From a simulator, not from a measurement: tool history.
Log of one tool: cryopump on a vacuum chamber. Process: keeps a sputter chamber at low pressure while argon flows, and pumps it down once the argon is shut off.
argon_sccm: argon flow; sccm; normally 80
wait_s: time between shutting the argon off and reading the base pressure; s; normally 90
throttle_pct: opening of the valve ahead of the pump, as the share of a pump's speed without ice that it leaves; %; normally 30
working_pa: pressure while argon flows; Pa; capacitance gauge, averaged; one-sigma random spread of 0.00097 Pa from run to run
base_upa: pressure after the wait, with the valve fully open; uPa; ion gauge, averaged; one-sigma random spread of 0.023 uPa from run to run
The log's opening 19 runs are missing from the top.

run	hour	argon_sccm	wait_s	throttle_pct	working_pa	base_upa
20	417.1	113	33	29	0.315	1.98
21	434.1	58	223	32	0.1463	0.63
22	463.1	34	129	27	0.1001	0.81
23	484	34	129	49	0.0573	0.8
24	508.8	34	129	49	0.0574	0.77
25	531.2	80	22	45	0.148	2.78
26	546	38	102	45	0.0704	0.95
27	570.3	88	71	45	0.1613	1.1
28	593.2	80	256	24	0.2678	0.63
29	616.1	78	43	52	0.1266	1.63
30	632.4	142	26	30	0.3818	2.48
31	661.1	80	261	30	0.2165	0.65
32	679.7	80	261	30	0.2165	0.63

What if the next run were any one of these 4? Each begins from the tool's condition after run 32:
A	700.6	80	147	59	?	?
B	700.6	47	21	30	?	?
C	700.6	35	151	27	?	?
D	700.6	80	162	30	?	?

run	working_pa	base_upa
A	0.115	0.81
B	0.1277	2.99
C	0.1055	0.81
D	0.2182	0.79
Take away the tool's hidden state, keep each run's random variation, and the runs would have read:
run	working_pa	base_upa
A	0.1053	0.48
B	0.122	2.65
C	0.1012	0.48
D	0.2085	0.45
